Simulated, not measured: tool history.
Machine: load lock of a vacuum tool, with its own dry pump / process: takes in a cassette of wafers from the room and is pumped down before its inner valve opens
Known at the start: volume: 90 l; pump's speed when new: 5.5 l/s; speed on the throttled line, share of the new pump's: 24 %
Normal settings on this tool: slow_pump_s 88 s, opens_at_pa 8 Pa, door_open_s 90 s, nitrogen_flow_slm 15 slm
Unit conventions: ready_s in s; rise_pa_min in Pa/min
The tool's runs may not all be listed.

run	day	slow_pump_s	opens_at_pa	door_open_s	nitrogen_flow_slm	incoming humidity of the room's air, %	ready_s	rise_pa_min
1	0.000	88	8	90	15	45.1	223.7	0.189
2	8.108	88	8	90	15	43.8	226.7	0.195
3	17.829	88	8	90	15	48.3	228.3	0.214
4	31.329	88	8	90	20	44.1	226.6	0.228
5	38.088	88	8	90	20	46.2	226.6	0.233
6	45.058	88	8	90	20	40.9	225.3	0.237
7	55.821	96	8	90	20	42.8	235.7	0.260
8	62.988	96	8	90	20	46.4	236.6	0.276
9	73.017	96	8	90	20	43.5	235.7	0.288
10	86.192	96	8	90	20	47.6	235.6	0.307
11	100.746	96	8	90	20	47.3	239.1	0.330
12	109.667	96	8	90	20	45.4	236.5	0.337
13	116.467	96	8	90	20	44.7	240.7	0.357
14	126.808	88	8	90	15	42.7	231.1	0.379
15	134.571	88	8	90	15	45.7	231.8	0.392
16	145.979	88	8	90	15	43.3	231.8	0.413
17	155.642	88	8	90	15	45.5	232.1	0.423
18	165.188	88	8	90	32	46.2	234.5	0.443
19	179.567	102	8	90	16	50.6	248.6	0.487
20	187.288	59	7	54	6	43.8	217.0	0.497
# day 193.242: door's seal changed, seat wiped
21	194.829	59	7	54	6	44.8	218.9	0.025
22	203.842	169	11	54	6	43.0	288.4	0.026
23	213.275	169	11	54	6	46.6	290.0	0.035
24	222.242	169	11	54	6	45.8	291.9	0.040
25	234.325	88	6	153	38	42.4	243.5	0.044
26	248.742	88	6	153	38	41.7	248.5	0.051
27	261.475	88	6	153	38	45.8	245.7	0.069
28	274.075	174	8	180	32	45.8	303.2	0.078
29	287.662	174	8	180	32	45.5	306.7	0.095
30	294.192	174	8	180	12	47.4	305.8	0.108
31	307.050	174	8	180	12	48.0	306.1	0.122
32	318.754	174	8	180	12	43.2	308.8	0.124
33	332.033	174	8	180	12	45.0	308.8	0.146
34	341.579	119	11	158	19	44.2	262.9	0.148
35	352.033	119	11	158	19	41.6	265.1	0.163
36	358.900	173	7	176	20	43.9	308.4	0.174

A few steps of ready_s between consecutive runs. Split each: what settings, incoming material and random variation would produce without the hidden state, and what is left over for the hidden state, along with gauge scatter present in only one of the two compared results (measured, and without hidden state):
What the log doesn't record here: pump's speed, % of a new pump's; leak at the door's seal, Pa l/s; drift of the gauge itself on ready_s, %; drift of the gauge itself on rise_pa_min, %.
Run 21 -> 22: slow_pump_s 59 -> 169, opens_at_pa 7 -> 11. ready_s +69.5 s: hidden state -3.0, all else +72.5.
Run 24 -> 25: slow_pump_s 169 -> 88, opens_at_pa 11 -> 6, door_open_s 54 -> 153, nitrogen_flow_slm 6 -> 38. ready_s -48.4 s: hidden state +4.2, all else -52.6.
Run 27 -> 28: slow_pump_s 88 -> 174, opens_at_pa 6 -> 8, door_open_s 153 -> 180, nitrogen_flow_slm 38 -> 32. ready_s +57.5 s: hidden state -2.6, all else +60.1.

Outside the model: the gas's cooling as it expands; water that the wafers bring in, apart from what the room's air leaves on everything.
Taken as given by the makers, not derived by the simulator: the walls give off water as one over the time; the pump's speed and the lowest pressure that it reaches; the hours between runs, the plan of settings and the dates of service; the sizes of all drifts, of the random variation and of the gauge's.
